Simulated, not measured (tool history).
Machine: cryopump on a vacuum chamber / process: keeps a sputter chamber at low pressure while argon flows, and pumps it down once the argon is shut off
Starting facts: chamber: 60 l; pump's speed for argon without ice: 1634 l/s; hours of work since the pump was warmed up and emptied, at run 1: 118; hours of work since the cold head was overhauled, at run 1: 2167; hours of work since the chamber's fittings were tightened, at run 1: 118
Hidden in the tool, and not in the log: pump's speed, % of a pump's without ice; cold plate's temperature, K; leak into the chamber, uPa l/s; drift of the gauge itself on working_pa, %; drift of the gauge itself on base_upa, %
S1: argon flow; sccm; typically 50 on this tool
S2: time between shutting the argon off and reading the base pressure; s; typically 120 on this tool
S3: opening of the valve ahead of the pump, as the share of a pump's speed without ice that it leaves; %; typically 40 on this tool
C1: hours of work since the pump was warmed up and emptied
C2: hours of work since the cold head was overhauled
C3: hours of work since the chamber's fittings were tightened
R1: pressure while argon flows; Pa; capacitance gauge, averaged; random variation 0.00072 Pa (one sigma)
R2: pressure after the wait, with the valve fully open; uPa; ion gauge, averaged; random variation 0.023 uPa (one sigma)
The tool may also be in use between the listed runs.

run,hour,S1,S2,S3,C1,C2,C3,R1,R2
1,0,50,120,40,118,2167,118,0.1338,1.03
2,69.7,50,120,40,175,2225,175,0.1342,1.04
3,110.3,50,120,40,209,2258,209,0.1359,1.11
4,168.2,50,120,40,256,2305,256,0.1364,1.2
5,228.5,50,120,40,305,2355,305,0.1373,1.28
6,285,50,120,40,352,2401,352,0.1373,1.36
7,315.1,50,120,40,376,2426,376,0.1376,1.48
8,347.8,50,120,30,403,2452,403,0.1834,1.46
9,400.9,50,120,40,447,2496,447,0.1409,1.48
10,447.1,50,120,40,485,2534,485,0.1419,1.62
11,515.4,50,120,40,541,2590,541,0.1436,1.72
12,574.1,50,120,40,589,2638,589,0.1456,1.89
13,641.3,50,229,40,644,2693,644,0.1462,1.68
14,687,53,120,40,681,2730,681,0.1561,2.11
15,749.3,53,120,40,732,2781,732,0.1576,2.19
16,810.8,50,31,40,783,2832,783,0.1524,4.14
17,871.2,50,31,40,832,2881,832,0.154,4.27
18,939,56,299,17,888,2937,888,0.3711,2.23
19,1011.5,50,120,23,947,2996,947,0.2565,2.78
20,1053.4,56,212,53,981,3030,981,0.1443,2.57
# hour 1067.1: pump warmed up, emptied and cooled again
# hour 1093.2: leaking fittings of the chamber tightened, without venting
21,1130.8,56,44,26,51,3088,31,0.2263,1.9
22,1198.5,43,44,15,106,3144,86,0.299,2.05
23,1234.1,43,106,22,135,3173,115,0.2074,1.07
24,1264.9,50,214,40,160,3198,141,0.1349,0.75
25,1297.5,50,214,40,187,3225,167,0.1364,0.77
26,1336.8,50,214,40,219,3257,200,0.1356,0.83
27,1392.7,50,175,22,265,3303,245,0.2402,1.03
28,1460.3,43,94,30,321,3358,301,0.1563,1.49

What does the tool deliver on the next run?
29,1529.7,26,94,36,377,3415,358,?,?

R1: 0.0786 Pa
R2: 1.55 uPa
Were there no unlogged condition in the tool, this run, its random variation unchanged, would have produced R1 0.0731 Pa, R2 0.95 uPa.
